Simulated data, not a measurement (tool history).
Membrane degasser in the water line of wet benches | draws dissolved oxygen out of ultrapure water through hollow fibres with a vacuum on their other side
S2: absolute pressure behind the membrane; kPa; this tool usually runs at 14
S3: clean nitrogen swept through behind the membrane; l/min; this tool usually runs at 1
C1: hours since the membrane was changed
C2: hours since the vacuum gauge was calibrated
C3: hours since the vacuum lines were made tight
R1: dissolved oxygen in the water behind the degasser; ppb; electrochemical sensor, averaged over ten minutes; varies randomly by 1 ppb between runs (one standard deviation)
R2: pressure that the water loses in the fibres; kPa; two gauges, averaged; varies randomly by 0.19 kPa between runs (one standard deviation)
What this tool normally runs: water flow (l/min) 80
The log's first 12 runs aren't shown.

Run 13, hour 905.3: usual settings but water flow (l/min) 73; C1 3579; C2 4065; C3 12424. Result: R1 1218.6 ppb, R2 37.7 kPa.
Run 14, hour 962.7: usual settings but water flow (l/min) 73; C1 3637; C2 4122; C3 12482. Result: R1 1220.6 ppb, R2 38.2 kPa.
Run 15, hour 1058.9: usual settings but water flow (l/min) 73, S2 17.3 kPa; C1 3733; C2 4218; C3 12578. Result: R1 1535.2 ppb, R2 37.75 kPa.
Run 16, hour 1135.8: usual settings but water flow (l/min) 73, S2 17.3 kPa; C1 3810; C2 4295; C3 12655. Result: R1 1535.7 ppb, R2 38.01 kPa.
Run 17, hour 1198.3: usual settings but water flow (l/min) 73, S2 17.3 kPa; C1 3872; C2 4358; C3 12717. Result: R1 1535.8 ppb, R2 37.96 kPa.
Run 18, hour 1280.9: usual settings but water flow (l/min) 73, S2 17.3 kPa; C1 3955; C2 4440; C3 12800. Result: R1 1535.7 ppb, R2 38.01 kPa.
Run 19, hour 1357.1: usual settings but S2 9 kPa, S3 1.87 l/min; C1 4031; C2 4517; C3 12876. Result: R1 480.2 ppb, R2 41.63 kPa.
Run 20, hour 1421.9: usual settings but water flow (l/min) 76, S2 22 kPa, S3 1.03 l/min; C1 4096; C2 4581; C3 12941. Result: R1 1966.3 ppb, R2 39.57 kPa.
Run 21, hour 1500.7: usual settings but water flow (l/min) 51, S2 16.5 kPa, S3 1.07 l/min; C1 4175; C2 4660; C3 13020. Result: R1 1104.5 ppb, R2 26.51 kPa.

Forecast run 22:
At hour 1584.8: seals of the vacuum lines changed.
Run 22, hour 1596.3: usual settings but water flow (l/min) 51, S2 16.5 kPa, S3 1.07 l/min; C1 4268; C2 4754; C3 12. Result: R1 ?, R2 ?.

R1: 1102.4 ppb
R2: 26.18 kPa
If the tool had no hidden condition, the same run with the same run-to-run variation would have returned R1 1094.9 ppb, R2 25.69 kPa.
